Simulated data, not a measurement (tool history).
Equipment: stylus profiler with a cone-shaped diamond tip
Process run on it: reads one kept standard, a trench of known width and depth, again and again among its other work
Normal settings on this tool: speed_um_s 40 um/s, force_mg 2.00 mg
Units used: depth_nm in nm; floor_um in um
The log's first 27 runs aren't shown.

run	day	speed_um_s	force_mg	scans with this tip	hours of work since the height scale was calibrated	depth_nm	floor_um
28	79.304	16	2.00	7710	1599	203.42	26.82
29	81.300	19	4.88	7866	1631	205.22	26.90
30	85.142	19	4.88	8167	1694	205.40	26.88
31	88.742	36	1.15	8449	1752	203.02	26.67
32	91.496	21	2.96	8666	1797	204.57	26.80
33	94.554	21	2.96	8905	1847	204.51	26.77
34	97.112	48	2.11	9106	1889	204.01	26.65
35	100.267	77	1.71	9353	1940	203.68	26.53
# day 104.212: height scale calibrated on a step standard
36	104.258	77	1.71	9665	1	202.04	26.50
37	106.008	15	1.71	9802	29	201.99	26.72
38	107.912	143	3.10	9951	60	202.90	26.35
39	111.583	143	3.10	10239	120	202.89	26.39
40	114.075	143	3.10	10435	160	203.01	26.31

Each row is a separate what-if for the run after 40, all from the same tool condition, not one after another. Results?
A	117.850	117	5.19	10731	222	?	?
B	117.850	23	4.87	10731	222	?	?
C	117.850	16	3.10	10731	222	?	?
D	117.850	143	3.18	10731	222	?	?
E	117.850	143	4.42	10731	222	?	?

run	depth_nm	floor_um
A	204.15	26.46
B	204.02	26.69
C	203.03	26.69
D	203.15	26.30
E	203.91	26.44
Without the tool's unlogged condition, the same runs would have read:
run	depth_nm	floor_um
A	203.77	26.90
B	203.64	27.13
C	202.65	27.12
D	202.77	26.73
E	203.53	26.88
